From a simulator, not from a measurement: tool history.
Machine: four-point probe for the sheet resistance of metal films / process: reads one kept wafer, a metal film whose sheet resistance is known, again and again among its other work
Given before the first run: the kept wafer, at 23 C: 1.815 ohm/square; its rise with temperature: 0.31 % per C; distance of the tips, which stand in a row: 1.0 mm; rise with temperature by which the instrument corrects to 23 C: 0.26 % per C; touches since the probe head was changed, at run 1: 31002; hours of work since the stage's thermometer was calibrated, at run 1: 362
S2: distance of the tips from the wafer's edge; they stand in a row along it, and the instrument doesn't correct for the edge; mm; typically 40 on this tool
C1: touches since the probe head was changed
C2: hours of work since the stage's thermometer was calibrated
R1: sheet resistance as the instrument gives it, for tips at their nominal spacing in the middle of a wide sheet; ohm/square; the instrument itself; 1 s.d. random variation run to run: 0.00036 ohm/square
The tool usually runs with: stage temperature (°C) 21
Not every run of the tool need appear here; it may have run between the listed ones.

{"run": 1, "hour": 0.0, "stage temperature (°C)": 21, "S2": 40, "C1": 31002, "C2": 362, "R1": 1.812278}
{"run": 2, "hour": 16.9, "stage temperature (°C)": 21, "S2": 40, "C1": 31449, "C2": 376, "R1": 1.812768}
{"run": 3, "hour": 41.1, "stage temperature (°C)": 21, "S2": 40, "C1": 32091, "C2": 394, "R1": 1.812542}
{"run": 4, "hour": 64.8, "stage temperature (°C)": 21, "S2": 40, "C1": 32718, "C2": 413, "R1": 1.813088}
{"run": 5, "hour": 82.8, "stage temperature (°C)": 21, "S2": 4, "C1": 33195, "C2": 427, "R1": 1.871016}
{"run": 6, "hour": 96.6, "stage temperature (°C)": 32, "S2": 4, "C1": 33561, "C2": 437, "R1": 1.881842}
{"run": 7, "hour": 113.1, "stage temperature (°C)": 32, "S2": 4, "C1": 33997, "C2": 450, "R1": 1.88237}
{"run": 8, "hour": 138.1, "stage temperature (°C)": 32, "S2": 4, "C1": 34660, "C2": 469, "R1": 1.881526}
{"run": 9, "hour": 154.1, "stage temperature (°C)": 21, "S2": 40, "C1": 35084, "C2": 482, "R1": 1.813123}
{"run": 10, "hour": 175.1, "stage temperature (°C)": 21, "S2": 40, "C1": 35639, "C2": 498, "R1": 1.8132}
{"run": 11, "hour": 192.4, "stage temperature (°C)": 21, "S2": 40, "C1": 36098, "C2": 511, "R1": 1.813326}
{"hour": 194.7, "done": "stage's thermometer calibrated"}
{"run": 12, "hour": 203.6, "stage temperature (°C)": 21, "S2": 9, "C1": 36381, "C2": 7, "R1": 1.824741}
{"run": 13, "hour": 218.8, "stage temperature (°C)": 21, "S2": 9, "C1": 36782, "C2": 19, "R1": 1.824697}
{"run": 14, "hour": 242.7, "stage temperature (°C)": 21, "S2": 9, "C1": 37417, "C2": 37, "R1": 1.824809}
{"run": 15, "hour": 263.2, "stage temperature (°C)": 23, "S2": 13, "C1": 37960, "C2": 53, "R1": 1.820639}
{"run": 16, "hour": 285.8, "stage temperature (°C)": 27, "S2": 9, "C1": 38558, "C2": 71, "R1": 1.83099}
{"hour": 296.5, "done": "stage's thermometer calibrated, once more"}
{"run": 17, "hour": 307.0, "stage temperature (°C)": 26, "S2": 16, "C1": 39105, "C2": 8, "R1": 1.822675}
{"run": 18, "hour": 318.4, "stage temperature (°C)": 26, "S2": 21, "C1": 39408, "C2": 17, "R1": 1.821744}
{"run": 19, "hour": 338.7, "stage temperature (°C)": 26, "S2": 21, "C1": 39945, "C2": 33, "R1": 1.821467}
{"run": 20, "hour": 358.5, "stage temperature (°C)": 21, "S2": 4, "C1": 40470, "C2": 48, "R1": 1.874575}
{"run": 21, "hour": 374.9, "stage temperature (°C)": 24, "S2": 33, "C1": 40904, "C2": 61, "R1": 1.819102}
{"run": 22, "hour": 398.5, "stage temperature (°C)": 34, "S2": 5, "C1": 41529, "C2": 79, "R1": 1.865996}
{"run": 23, "hour": 419.1, "stage temperature (°C)": 34, "S2": 5, "C1": 42075, "C2": 95, "R1": 1.865552}
{"run": 24, "hour": 432.1, "stage temperature (°C)": 32, "S2": 40, "C1": 42418, "C2": 105, "R1": 1.826812}
{"run": 25, "hour": 443.7, "stage temperature (°C)": 21, "S2": 7, "C1": 42727, "C2": 114, "R1": 1.835207}
{"run": 26, "hour": 454.9, "stage temperature (°C)": 21, "S2": 7, "C1": 43023, "C2": 123, "R1": 1.835261}
{"run": 27, "hour": 476.9, "stage temperature (°C)": 19, "S2": 14, "C1": 43605, "C2": 140, "R1": 1.819501}

Consider 4 possible next runs. They are alternatives, not a sequence: every one starts from the tool as it was left by run 27. What does each give?
{"run": "A", "hour": 492.5, "stage temperature (°C)": 25, "S2": 14, "C1": 44019, "C2": 152, "R1": "?"}
{"run": "B", "hour": 492.5, "stage temperature (°C)": 20, "S2": 73, "C1": 44019, "C2": 152, "R1": "?"}
{"run": "C", "hour": 492.5, "stage temperature (°C)": 19, "S2": 69, "C1": 44019, "C2": 152, "R1": "?"}
{"run": "D", "hour": 492.5, "stage temperature (°C)": 30, "S2": 37, "C1": 44019, "C2": 152, "R1": "?"}

run=A R1=1.82407
run=B R1=1.8155
run=C R1=1.813838
run=D R1=1.825178
Take away the tool's hidden state, keep each run's random variation, and the runs would have read:
run=A R1=1.82128
run=B R1=1.812725
run=C R1=1.811066
run=D R1=1.822382
